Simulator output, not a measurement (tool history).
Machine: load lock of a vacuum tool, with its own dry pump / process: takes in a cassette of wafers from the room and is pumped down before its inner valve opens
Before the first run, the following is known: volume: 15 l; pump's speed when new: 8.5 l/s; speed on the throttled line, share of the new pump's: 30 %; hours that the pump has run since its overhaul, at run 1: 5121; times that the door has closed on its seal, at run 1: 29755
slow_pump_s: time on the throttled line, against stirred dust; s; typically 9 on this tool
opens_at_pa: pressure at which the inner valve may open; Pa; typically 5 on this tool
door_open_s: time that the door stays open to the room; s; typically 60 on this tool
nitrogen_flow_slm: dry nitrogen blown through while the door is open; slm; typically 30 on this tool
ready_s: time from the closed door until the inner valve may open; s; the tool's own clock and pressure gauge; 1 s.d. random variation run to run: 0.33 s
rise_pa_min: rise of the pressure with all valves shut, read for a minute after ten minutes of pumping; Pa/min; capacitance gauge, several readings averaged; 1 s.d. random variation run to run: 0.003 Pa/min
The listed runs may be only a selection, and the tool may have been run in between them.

run	hour	slow_pump_s	opens_at_pa	door_open_s	nitrogen_flow_slm	hours that the pump has run since its overhaul	times that the door has closed on its seal	incoming humidity of the room's air, %	ready_s	rise_pa_min
1	0	9	5	60	30	5121	29755	48.8	24.6	0.034
2	77.8	9	5	60	30	5199	30143	45.2	24.2	0.03
3	163.8	7	5	60	30	5285	30572	46.2	22.7	0.031
4	302.2	7	5	60	30	5423	31262	44.5	22.5	0.028
5	381.2	7	5	60	30	5502	31656	44.9	23	0.029
6	495.2	7	5	60	30	5616	32225	44.2	23.4	0.028
7	596	7	5	60	30	5717	32728	46.1	23.4	0.027
8	706.9	7	5	60	30	5828	33281	42.6	22.9	0.029
9	854.6	11	5	60	30	5976	34017	46.7	25.6	0.032
10	943.5	11	5	60	30	6065	34461	45.2	25.7	0.033
11	1064.6	11	5	60	30	6186	35065	47.7	25.3	0.031
12	1139.1	11	5	60	30	6260	35436	47	25.6	0.03
13	1210	9	10	60	30	6331	35790	44.7	23.7	0.03
14	1295.7	9	10	60	30	6417	36217	45.2	23.4	0.037
15	1440.9	9	5	60	30	6562	36941	45.1	24.9	0.034
16	1559.8	9	5	32	30	6681	37534	42.1	24.3	0.026
17	1650	9	5	32	30	6771	37984	43.6	24.7	0.031
18	1734.3	9	5	32	30	6855	38404	42.1	24.3	0.024
19	1821.6	9	5	32	30	6943	38840	48.4	23.7	0.029
20	1904.1	9	5	32	30	7025	39251	41	24.1	0.022
21	1987.2	7	7	178	5	7108	39666	45.3	21.9	0.112
22	2118.5	5	7	178	5	7240	40321	46.6	20.1	0.109
23	2241.4	4	5	178	42	7363	40934	44.8	20.8	0.034
24	2386.8	4	5	178	42	7508	41659	46.4	20.4	0.04
25	2486.8	4	5	178	42	7608	42158	42.6	21	0.041
26	2635.2	4	7	191	30	7756	42898	44.5	20.1	0.042
27	2777.1	6	5	60	30	7898	43605	44.4	21.6	0.03
28	2877.7	7	6	75	40	7999	44107	45.3	22.4	0.027
29	2938.1	7	5	60	29	8059	44408	46.5	22.7	0.034
30	3062.4	6	5	154	30	8184	45028	44	22.3	0.041
31	3138.6	6	5	154	30	8260	45408	45.1	22.4	0.039
32	3218.3	4	5	162	17	8339	45806	42.4	20.3	0.056
# hour 3322: door's seal changed, seat wiped
33	3323.7	4	5	162	17	8443	9	43	20.9	0.057
34	3439	4	5	53	26	8559	584	45.4	20.8	0.027
35	3516.7	4	5	145	27	8636	971	43.9	20.5	0.042
36	3622.5	13	7	29	7	8742	1499	47.2	26.1	0.051

Here are 5 independent what-if runs from the current tool condition. What would each one return?
A	3726.1	7	7	149	9	8846	2016	46	?	?
B	3726.1	12	7	77	16	8846	2016	45.7	?	?
C	3726.1	4	8	60	35	8846	2016	39.6	?	?
D	3726.1	9	6	92	30	8846	2016	46.6	?	?
E	3726.1	4	10	26	30	8846	2016	46.7	?	?

run	ready_s	rise_pa_min
A	22.2	0.079
B	25.5	0.051
C	19.4	0.027
D	24.3	0.033
E	19.4	0.028
Take away the tool's hidden state, keep each run's random variation, and the runs would have read:
run	ready_s	rise_pa_min
A	22.2	0.079
B	25.5	0.051
C	19.4	0.027
D	24.3	0.033
E	19.4	0.028

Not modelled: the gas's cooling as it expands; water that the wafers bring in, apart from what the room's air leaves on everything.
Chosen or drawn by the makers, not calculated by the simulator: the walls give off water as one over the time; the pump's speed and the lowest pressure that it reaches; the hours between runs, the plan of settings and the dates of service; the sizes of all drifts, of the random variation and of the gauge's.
